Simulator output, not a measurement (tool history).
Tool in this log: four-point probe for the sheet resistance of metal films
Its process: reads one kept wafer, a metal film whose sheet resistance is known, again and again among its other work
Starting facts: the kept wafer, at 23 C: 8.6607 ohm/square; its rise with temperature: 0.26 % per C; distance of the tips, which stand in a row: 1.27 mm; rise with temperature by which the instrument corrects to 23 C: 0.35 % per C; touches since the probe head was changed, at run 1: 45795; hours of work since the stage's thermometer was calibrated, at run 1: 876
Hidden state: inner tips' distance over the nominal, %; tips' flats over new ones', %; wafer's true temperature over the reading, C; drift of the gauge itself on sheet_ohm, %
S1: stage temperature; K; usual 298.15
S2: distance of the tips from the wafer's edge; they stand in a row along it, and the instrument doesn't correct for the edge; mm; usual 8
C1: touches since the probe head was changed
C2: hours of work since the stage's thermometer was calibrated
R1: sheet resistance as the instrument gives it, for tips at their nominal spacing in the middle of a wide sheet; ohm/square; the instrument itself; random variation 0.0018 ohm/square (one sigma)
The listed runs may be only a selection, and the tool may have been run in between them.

Run 1, hour 0: usual settings; C1 45795; C2 876. Result: R1 8.820599 ohm/square.
Run 2, hour 21: usual settings; C1 46361; C2 887. Result: R1 8.824254 ohm/square.
Run 3, hour 60.1: usual settings but S1 291.15 K; C1 47418; C2 907. Result: R1 8.885267 ohm/square.
Run 4, hour 100.2: usual settings but S1 300.15 K; C1 48503; C2 928. Result: R1 8.808285 ohm/square.
Run 5, hour 136.8: usual settings but S1 300.15 K; C1 49490; C2 947. Result: R1 8.811009 ohm/square.
Run 6, hour 156.2: usual settings; C1 50016; C2 957. Result: R1 8.826114 ohm/square.
Run 7, hour 196: usual settings; C1 51089; C2 978. Result: R1 8.827824 ohm/square.
Run 8, hour 232.9: usual settings but S2 64 mm; C1 52086; C2 997. Result: R1 8.711318 ohm/square.
Run 9, hour 258.5: usual settings; C1 52778; C2 1011. Result: R1 8.829669 ohm/square.
Run 10, hour 280.1: usual settings but S1 292.15 K; C1 53360; C2 1022. Result: R1 8.882147 ohm/square.
Run 11, hour 323.8: usual settings but S2 25 mm; C1 54542; C2 1045. Result: R1 8.726997 ohm/square.
Run 12, hour 354.8: usual settings but S2 25 mm; C1 55379; C2 1061. Result: R1 8.728941 ohm/square.
Run 13, hour 375.4: usual settings but S2 25 mm; C1 55935; C2 1071. Result: R1 8.72663 ohm/square.
Run 14, hour 415.7: usual settings but S2 25 mm; C1 57024; C2 1092. Result: R1 8.726561 ohm/square.
Run 15, hour 447.5: usual settings but S2 25 mm; C1 57883; C2 1109. Result: R1 8.727965 ohm/square.
Run 16, hour 471.3: usual settings but S2 25 mm; C1 58527; C2 1121. Result: R1 8.729894 ohm/square.
Run 17, hour 500.9: usual settings but S1 296.15 K, S2 25 mm; C1 59325; C2 1137. Result: R1 8.747904 ohm/square.
Run 18, hour 522.8: usual settings but S1 297.15 K; C1 59917; C2 1148. Result: R1 8.846319 ohm/square.
Run 19, hour 543.4: usual settings; C1 60474; C2 1159. Result: R1 8.839858 ohm/square.
Run 20, hour 578.2: usual settings; C1 61415; C2 1177. Result: R1 8.838104 ohm/square.
Run 21, hour 620.4: usual settings; C1 62554; C2 1199. Result: R1 8.835521 ohm/square.
Run 22, hour 649.4: usual settings; C1 63338; C2 1214. Result: R1 8.837585 ohm/square.
Run 23, hour 671.9: usual settings; C1 63946; C2 1226. Result: R1 8.839116 ohm/square.
Run 24, hour 707: usual settings but S1 292.15 K, S2 5 mm; C1 64893; C2 1244. Result: R1 9.069681 ohm/square.
At hour 716.6: stage's thermometer calibrated.
Run 25, hour 743.2: usual settings but S2 9 mm; C1 65856; C2 14. Result: R1 8.822449 ohm/square.
Run 26, hour 778.7: usual settings but S1 293.15 K, S2 3 mm; C1 66816; C2 32. Result: R1 9.536163 ohm/square.
Run 27, hour 802.7: usual settings but S1 291.15 K, S2 40 mm; C1 67465; C2 45. Result: R1 8.795534 ohm/square.
Run 28, hour 846.2: usual settings but S1 291.15 K, S2 34 mm; C1 68638; C2 67. Result: R1 8.797518 ohm/square.
Run 29, hour 871.4: usual settings but S1 291.15 K, S2 34 mm; C1 69322; C2 81. Result: R1 8.800476 ohm/square.
Run 30, hour 900.7: usual settings but S1 291.15 K, S2 34 mm; C1 70113; C2 96. Result: R1 8.800243 ohm/square.
At hour 924.5: stage's thermometer calibrated, once more.
Run 31, hour 937.7: usual settings but S1 297.15 K, S2 6 mm; C1 71097; C2 7. Result: R1 8.934666 ohm/square.
Run 32, hour 968: usual settings but S1 299.15 K, S2 24 mm; C1 71916; C2 23. Result: R1 8.726585 ohm/square.
Run 33, hour 1004: usual settings but S1 301.15 K, S2 18 mm; C1 72888; C2 41. Result: R1 8.720885 ohm/square.
Run 34, hour 1031.2: usual settings but S1 292.15 K, S2 6 mm; C1 73624; C2 56. Result: R1 8.983512 ohm/square.
Run 35, hour 1067.1: usual settings but S1 296.15 K, S2 65 mm; C1 74593; C2 74. Result: R1 8.743067 ohm/square.
Run 36, hour 1099.1: usual settings but S1 296.15 K, S2 65 mm; C1 75458; C2 91. Result: R1 8.745433 ohm/square.
Run 37, hour 1135.8: usual settings but S1 296.15 K, S2 10 mm; C1 76449; C2 110. Result: R1 8.820721 ohm/square.
Run 38, hour 1179.2: usual settings but S2 55 mm; C1 77620; C2 132. Result: R1 8.731247 ohm/square.
Run 39, hour 1203.1: usual settings but S1 300.15 K, S2 4 mm; C1 78268; C2 145. Result: R1 9.16139 ohm/square.
Run 40, hour 1227.9: usual settings but S2 27 mm; C1 78936; C2 158. Result: R1 8.739482 ohm/square.
Run 41, hour 1260.9: usual settings but S2 27 mm; C1 79827; C2 175. Result: R1 8.741432 ohm/square.
Run 42, hour 1299: usual settings but S2 27 mm; C1 80858; C2 195. Result: R1 8.7451 ohm/square.
Run 43, hour 1325.6: usual settings but S1 295.15 K, S2 41 mm; C1 81576; C2 209. Result: R1 8.762357 ohm/square.
Run 44, hour 1362.8: usual settings but S1 295.15 K, S2 41 mm; C1 82580; C2 228. Result: R1 8.764473 ohm/square.

Below are 4 alternative next runs, each starting from the tool's condition after run 44. Predict each:
Run A, hour 1382.5: usual settings but S2 9 mm; C1 83112; C2 238. Result: R1 ?.
Run B, hour 1382.5: usual settings but S1 307.15 K, S2 62 mm; C1 83112; C2 238. Result: R1 ?.
Run C, hour 1382.5: usual settings but S1 292.15 K, S2 41 mm; C1 83112; C2 238. Result: R1 ?.
Run D, hour 1382.5: usual settings but S1 300.15 K, S2 34 mm; C1 83112; C2 238. Result: R1 ?.

run        R1
  A   8.82647
  B  8.662699
  C  8.788965
  D  8.720884
What these runs would have given with no unlogged condition in the tool:
run        R1
  A  8.735882
  B  8.573767
  C  8.698661
  D  8.631323
